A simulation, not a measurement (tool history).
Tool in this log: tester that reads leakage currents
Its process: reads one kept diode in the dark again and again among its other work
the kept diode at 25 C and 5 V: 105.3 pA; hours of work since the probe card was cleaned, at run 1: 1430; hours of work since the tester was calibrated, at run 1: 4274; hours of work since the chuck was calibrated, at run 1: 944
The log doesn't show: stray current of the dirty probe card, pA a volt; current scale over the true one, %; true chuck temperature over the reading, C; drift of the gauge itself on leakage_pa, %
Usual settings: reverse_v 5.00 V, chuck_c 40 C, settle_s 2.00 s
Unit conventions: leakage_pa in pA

run	day	reverse_v	chuck_c	settle_s	hours of work since the probe card was cleaned	hours of work since the tester was calibrated	hours of work since the chuck was calibrated	leakage_pa
1	0.000	5.00	40	2.00	1430	4274	944	450.91
# day 2.138: chuck's temperature calibrated
2	6.562	9.21	40	2.00	1542	4385	76	593.90
3	15.692	5.00	40	2.00	1698	4542	233	424.08
4	27.471	5.00	40	2.00	1901	4744	435	430.30
5	34.062	15.42	40	2.00	2014	4858	549	819.04
6	43.000	15.42	40	2.00	2168	5011	702	833.65
# day 44.583: tester calibrated
7	48.054	15.42	40	2.00	2253	60	788	817.22
# day 59.454: chuck's temperature calibrated
8	59.454	15.42	40	2.00	2448	254	0	794.67
9	69.525	15.42	40	2.00	2621	427	173	802.02
10	76.254	15.42	40	2.00	2737	543	289	812.85
11	83.908	15.42	40	2.00	2868	674	420	815.58
12	95.642	15.42	40	2.00	3070	876	622	829.51
13	105.208	15.42	40	2.00	3234	1041	786	832.87
14	110.721	5.00	40	4.90	3329	1135	881	441.59
# day 116.475: chuck's temperature calibrated
15	121.571	4.91	40	2.00	3514	1320	88	423.43
16	131.338	4.91	40	2.00	3682	1488	255	429.21
17	139.204	5.00	40	2.00	3817	1624	391	435.90
# day 143.033: probe card cleaned and baked
18	147.433	5.00	40	2.00	76	1763	530	426.83
19	153.888	5.00	40	2.00	187	1874	641	429.94
20	159.771	5.00	40	4.09	288	1975	742	434.14
21	169.529	11.35	40	7.65	455	2143	910	693.99
# day 173.488: chuck's temperature calibrated
22	176.225	9.57	21	4.78	569	2256	47	110.27
23	186.079	5.00	28	2.00	738	2426	216	149.07
24	196.475	19.60	40	8.39	917	2604	395	936.40
25	201.579	5.61	30	1.66	1005	2692	483	193.46
26	212.450	5.61	30	1.66	1192	2879	670	197.17
27	223.304	5.61	30	1.66	1378	3065	856	201.70
# day 230.550: chuck's temperature calibrated
28	232.904	5.61	30	1.66	1542	3229	40	188.70
29	241.762	5.00	22	2.00	1694	3381	193	88.34
30	250.925	5.00	21	2.28	1852	3539	350	81.65
31	260.612	2.27	28	1.57	2018	3705	517	97.33
32	272.154	2.27	28	1.57	2216	3904	715	98.58
33	278.033	5.00	25	4.26	2318	4005	816	121.37
34	284.350	5.00	25	0.37	2426	4113	925	126.77
# day 288.175: chuck's temperature calibrated
35	293.079	5.00	40	4.79	2575	4262	84	427.85
36	302.462	5.00	34	4.79	2736	4423	246	258.70
37	312.758	5.00	34	4.79	2913	4600	422	262.50
38	324.721	1.53	56	4.79	3119	4806	628	822.57

How would selected steps in leakage_pa from run to run divide? Give the signed amount a tool lacking its hidden state would still show from settings, what came in and random variation, and the signed amount left for the hidden state, including any gauge scatter that is not in both of the compared results.
Run 21 -> 22: reverse_v 11.35 -> 9.57, chuck_c 40 -> 21, settle_s 7.65 -> 4.78, chuck's temperature calibrated. leakage_pa -583.72 pA: hidden state -41.39, all else -542.33.
Run 23 -> 24: reverse_v 5.00 -> 19.60, chuck_c 28 -> 40, settle_s 2.00 -> 8.39. leakage_pa +787.33 pA: hidden state +46.43, all else +740.90.
Run 24 -> 25: reverse_v 19.60 -> 5.61, chuck_c 40 -> 30, settle_s 8.39 -> 1.66. leakage_pa -742.94 pA: hidden state -40.43, all else -702.51.
